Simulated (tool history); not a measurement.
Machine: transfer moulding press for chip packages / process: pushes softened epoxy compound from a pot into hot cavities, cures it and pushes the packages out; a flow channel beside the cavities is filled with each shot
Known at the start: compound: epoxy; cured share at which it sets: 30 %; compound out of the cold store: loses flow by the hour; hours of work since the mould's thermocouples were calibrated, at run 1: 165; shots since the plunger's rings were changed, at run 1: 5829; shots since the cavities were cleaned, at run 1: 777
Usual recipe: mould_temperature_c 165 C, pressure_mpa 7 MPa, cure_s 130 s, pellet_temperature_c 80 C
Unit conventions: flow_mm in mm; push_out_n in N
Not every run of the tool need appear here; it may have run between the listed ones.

run	hour	mould_temperature_c	pressure_mpa	cure_s	pellet_temperature_c	hours of work since the mould's thermocouples were calibrated	shots since the plunger's rings were changed	shots since the cavities were cleaned	incoming compound's hours out of the cold store	flow_mm	push_out_n
1	0	165	7	130	80	165	5829	777	27.6	488	450
2	17.5	165	7	130	87	174	5971	919	20.6	504	448
3	31.1	165	7	130	87	182	6081	1029	32.5	469	439
# hour 41.4: cavities cleaned with cleaning compound and waxed
4	54.7	165	7	143	80	194	6260	108	13.9	511	328
5	65.6	165	7	143	80	200	6348	196	8.7	520	357
# hour 91: plunger's sealing rings changed
6	91.3	165	7	143	80	212	2	384	31.6	544	382
7	110.6	168	7	130	80	223	159	541	18.5	571	406
8	124.2	168	7	130	80	230	269	651	39.4	517	401
9	136.7	161	7	133	80	237	370	752	22.4	577	523
10	155.5	161	7	142	77	247	522	904	23.4	577	457
# hour 159.6: mould's thermocouples calibrated
11	173.7	169	7	142	81	8	654	1036	46.6	502	415
# hour 183.6: cavities cleaned with cleaning compound and waxed
12	193.1	169	7	142	81	17	798	77	14.5	561	307
13	206	169	5.69	122	80	25	903	182	36	475	335
# hour 217.1: mould's thermocouples calibrated, once more
14	225.7	163	7	113	82	5	1047	326	24.2	557	497
15	237.6	160	7	113	86	11	1143	422	38.7	524	621

Each row is a separate what-if for the run after 15, all from the same tool condition, not one after another. Results?
A	256.8	170	5.89	113	77	22	1299	578	42.5	?	?
B	256.8	160	7	113	87	22	1299	578	16.9	?	?
C	256.8	159	6.42	130	84	22	1299	578	18.3	?	?
D	256.8	160	6.02	153	77	22	1299	578	21.4	?	?
E	256.8	161	7.73	130	80	22	1299	578	26.2	?	?

run	flow_mm	push_out_n
A	454	418
B	574	686
C	547	541
D	518	423
E	571	478
What these runs would have given with no unlogged condition in the tool:
run	flow_mm	push_out_n
A	467	304
B	591	509
C	562	398
D	533	308
E	588	351
